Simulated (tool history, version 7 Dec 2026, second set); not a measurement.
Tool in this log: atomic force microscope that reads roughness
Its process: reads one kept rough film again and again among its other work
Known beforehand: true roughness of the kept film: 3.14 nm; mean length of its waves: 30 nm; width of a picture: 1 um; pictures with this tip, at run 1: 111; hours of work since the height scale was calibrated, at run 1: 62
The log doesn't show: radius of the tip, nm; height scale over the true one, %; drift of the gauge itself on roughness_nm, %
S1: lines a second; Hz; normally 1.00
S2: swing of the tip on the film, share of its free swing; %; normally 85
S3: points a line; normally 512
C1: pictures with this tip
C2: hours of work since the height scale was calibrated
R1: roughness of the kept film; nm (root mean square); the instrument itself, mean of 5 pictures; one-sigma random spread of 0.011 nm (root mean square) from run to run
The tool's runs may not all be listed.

| run | hour | S1 | S2 | S3 | C1 | C2 | R1 |
|---|---|---|---|---|---|---|---|
| 1 | 0.0 | 1.00 | 85 | 512 | 111 | 62 | 2.204 |
| 2 | 8.4 | 1.00 | 85 | 512 | 120 | 65 | 2.204 |
| 3 | 13.9 | 1.00 | 85 | 352 | 127 | 68 | 2.164 |
| 4 | 17.9 | 1.00 | 85 | 512 | 131 | 70 | 2.171 |
| 5 | 22.9 | 1.00 | 85 | 512 | 137 | 72 | 2.161 |
| 6 | 27.6 | 1.00 | 85 | 512 | 143 | 74 | 2.142 |
| 7 | 33.5 | 1.33 | 85 | 512 | 150 | 76 | 2.057 |
| 8 | 42.4 | 1.33 | 85 | 512 | 160 | 80 | 2.026 |
| 9 | 48.2 | 1.33 | 85 | 512 | 167 | 83 | 2.005 |
| 10 | 52.6 | 1.00 | 85 | 512 | 172 | 85 | 2.086 |
| 11 | 59.6 | 1.00 | 85 | 535 | 180 | 88 | 2.073 |
| 12 | 67.3 | 1.00 | 85 | 535 | 189 | 91 | 2.049 |
| 13 | 76.3 | 1.00 | 63 | 512 | 199 | 95 | 2.240 |
|  | 84.3 | new tip fitted |
| 14 | 86.1 | 1.00 | 63 | 512 | 2 | 99 | 2.722 |
| 15 | 92.7 | 1.00 | 85 | 362 | 10 | 102 | 2.445 |
| 16 | 97.2 | 1.00 | 85 | 699 | 15 | 104 | 2.448 |
| 17 | 102.6 | 1.00 | 85 | 699 | 21 | 107 | 2.424 |
| 18 | 108.9 | 1.00 | 85 | 699 | 28 | 110 | 2.411 |
| 19 | 118.4 | 1.00 | 85 | 699 | 39 | 114 | 2.381 |
| 20 | 125.8 | 1.00 | 85 | 699 | 48 | 117 | 2.372 |
| 21 | 135.0 | 1.00 | 85 | 699 | 59 | 121 | 2.314 |
| 22 | 140.8 | 1.00 | 85 | 699 | 65 | 124 | 2.312 |
| 23 | 145.4 | 1.00 | 85 | 699 | 71 | 126 | 2.288 |
| 24 | 150.3 | 1.00 | 85 | 699 | 76 | 128 | 2.308 |
|  | 152.1 | height scale calibrated on a step standard |
| 25 | 159.1 | 1.00 | 85 | 699 | 85 | 3 | 2.272 |
| 26 | 164.0 | 1.00 | 85 | 699 | 91 | 5 | 2.260 |
| 27 | 172.2 | 1.00 | 85 | 699 | 101 | 9 | 2.227 |
| 28 | 177.9 | 1.98 | 81 | 699 | 107 | 11 | 2.061 |
|  | 182.7 | height scale calibrated on a step standard, once more |
| 29 | 184.6 | 1.98 | 81 | 699 | 114 | 1 | 2.034 |
| 30 | 193.3 | 1.98 | 81 | 699 | 124 | 5 | 2.023 |
| 31 | 201.3 | 1.98 | 81 | 592 | 133 | 8 | 1.985 |
| 32 | 208.2 | 0.88 | 77 | 592 | 141 | 11 | 2.267 |
| 33 | 215.0 | 3.80 | 59 | 635 | 149 | 14 | 2.151 |
| 34 | 223.1 | 3.80 | 74 | 635 | 158 | 18 | 1.830 |
| 35 | 231.5 | 1.31 | 65 | 860 | 168 | 22 | 2.241 |
| 36 | 236.6 | 0.84 | 63 | 295 | 174 | 24 | 2.264 |
| 37 | 240.4 | 0.84 | 63 | 295 | 179 | 26 | 2.259 |
| 38 | 245.5 | 0.84 | 63 | 295 | 185 | 28 | 2.245 |
| 39 | 250.6 | 1.00 | 73 | 366 | 190 | 30 | 2.157 |
| 40 | 255.9 | 1.00 | 73 | 366 | 197 | 32 | 2.144 |
| 41 | 262.2 | 1.00 | 73 | 366 | 204 | 35 | 2.125 |
|  | 265.9 | new tip fitted |
| 42 | 267.4 | 0.71 | 70 | 523 | 1 | 37 | 2.719 |
| 43 | 272.2 | 1.00 | 85 | 261 | 7 | 39 | 2.443 |
| 44 | 279.0 | 1.00 | 75 | 268 | 15 | 42 | 2.555 |
| 45 | 283.9 | 1.00 | 75 | 268 | 20 | 44 | 2.530 |
| 46 | 289.6 | 1.19 | 85 | 512 | 27 | 47 | 2.360 |
| 47 | 298.0 | 1.49 | 63 | 444 | 37 | 51 | 2.572 |
| 48 | 304.1 | 3.69 | 67 | 930 | 44 | 53 | 2.268 |
| 49 | 308.8 | 1.42 | 56 | 257 | 49 | 55 | 2.564 |

The same runs without the tool's hidden state, with the same run-to-run variation:
| run | R1 |
|---|---|
| 1 | 2.484 |
| 2 | 2.503 |
| 3 | 2.476 |
| 4 | 2.491 |
| 5 | 2.494 |
| 6 | 2.487 |
| 7 | 2.405 |
| 8 | 2.393 |
| 9 | 2.387 |
| 10 | 2.492 |
| 11 | 2.497 |
| 12 | 2.488 |
| 13 | 2.744 |
| 14 | 2.736 |
| 15 | 2.483 |
| 16 | 2.500 |
| 17 | 2.490 |
| 18 | 2.497 |
| 19 | 2.494 |
| 20 | 2.511 |
| 21 | 2.480 |
| 22 | 2.495 |
| 23 | 2.484 |
| 24 | 2.518 |
| 25 | 2.502 |
| 26 | 2.504 |
| 27 | 2.496 |
| 28 | 2.323 |
| 29 | 2.305 |
| 30 | 2.316 |
| 31 | 2.294 |
| 32 | 2.640 |
| 33 | 2.526 |
| 34 | 2.169 |
| 35 | 2.682 |
| 36 | 2.723 |
| 37 | 2.731 |
| 38 | 2.731 |
| 39 | 2.634 |
| 40 | 2.634 |
| 41 | 2.629 |
| 42 | 2.726 |
| 43 | 2.467 |
| 44 | 2.603 |
| 45 | 2.589 |
| 46 | 2.433 |
| 47 | 2.680 |
| 48 | 2.382 |
| 49 | 2.707 |
